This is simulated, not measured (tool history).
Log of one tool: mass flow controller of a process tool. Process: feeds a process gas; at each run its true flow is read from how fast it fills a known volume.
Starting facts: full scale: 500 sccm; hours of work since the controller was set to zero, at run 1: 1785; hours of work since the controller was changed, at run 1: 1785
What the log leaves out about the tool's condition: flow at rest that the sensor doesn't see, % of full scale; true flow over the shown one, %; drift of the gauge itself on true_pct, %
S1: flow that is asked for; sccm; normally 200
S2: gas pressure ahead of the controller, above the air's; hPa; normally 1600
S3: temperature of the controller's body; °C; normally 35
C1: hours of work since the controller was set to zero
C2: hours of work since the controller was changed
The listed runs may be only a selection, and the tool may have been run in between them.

{"run": 1, "hour": 0.0, "S1": 200, "S2": 1600, "S3": 35, "C1": 1785, "C2": 1785, "true flow (%)": 99.75}
{"run": 2, "hour": 129.5, "S1": 200, "S2": 1600, "S3": 33, "C1": 1830, "C2": 1830, "true flow (%)": 99.93}
{"run": 3, "hour": 272.3, "S1": 200, "S2": 1600, "S3": 35, "C1": 1879, "C2": 1879, "true flow (%)": 99.7}
{"run": 4, "hour": 355.1, "S1": 200, "S2": 1600, "S3": 35, "C1": 1907, "C2": 1907, "true flow (%)": 99.79}
{"run": 5, "hour": 483.3, "S1": 200, "S2": 1600, "S3": 35, "C1": 1951, "C2": 1951, "true flow (%)": 99.87}
{"run": 6, "hour": 595.9, "S1": 200, "S2": 1600, "S3": 35, "C1": 1990, "C2": 1990, "true flow (%)": 99.74}
{"run": 7, "hour": 680.9, "S1": 200, "S2": 1600, "S3": 39, "C1": 2019, "C2": 2019, "true flow (%)": 99.51}
{"run": 8, "hour": 792.7, "S1": 69, "S2": 1600, "S3": 20, "C1": 2058, "C2": 2058, "true flow (%)": 102.23}
{"run": 9, "hour": 888.3, "S1": 69, "S2": 1600, "S3": 20, "C1": 2091, "C2": 2091, "true flow (%)": 102.23}
{"hour": 896.9, "done": "controller's zero set anew"}
{"run": 10, "hour": 1025.5, "S1": 69, "S2": 1600, "S3": 20, "C1": 44, "C2": 2138, "true flow (%)": 103.7}
{"run": 11, "hour": 1158.5, "S1": 179, "S2": 1490, "S3": 35, "C1": 90, "C2": 2183, "true flow (%)": 100.44}
{"run": 12, "hour": 1255.6, "S1": 179, "S2": 1490, "S3": 35, "C1": 123, "C2": 2217, "true flow (%)": 100.5}
{"hour": 1302.9, "done": "controller's zero set anew, once more"}
{"run": 13, "hour": 1398.9, "S1": 200, "S2": 1700, "S3": 29, "C1": 33, "C2": 2266, "true flow (%)": 99.51}
{"run": 14, "hour": 1487.5, "S1": 200, "S2": 1700, "S3": 29, "C1": 63, "C2": 2296, "true flow (%)": 99.84}

How would selected steps in true flow (%) from run to run divide? Give the signed amount a tool lacking its hidden state would still show from settings, what came in and random variation, and the signed amount left for the hidden state, including any gauge scatter that is not in both of the compared results.
Run 10 -> 11: S1 69 -> 179, S2 1600 -> 1490, S3 20 -> 35. true flow (%) -3.26: hidden state -2.21, all else -1.05.

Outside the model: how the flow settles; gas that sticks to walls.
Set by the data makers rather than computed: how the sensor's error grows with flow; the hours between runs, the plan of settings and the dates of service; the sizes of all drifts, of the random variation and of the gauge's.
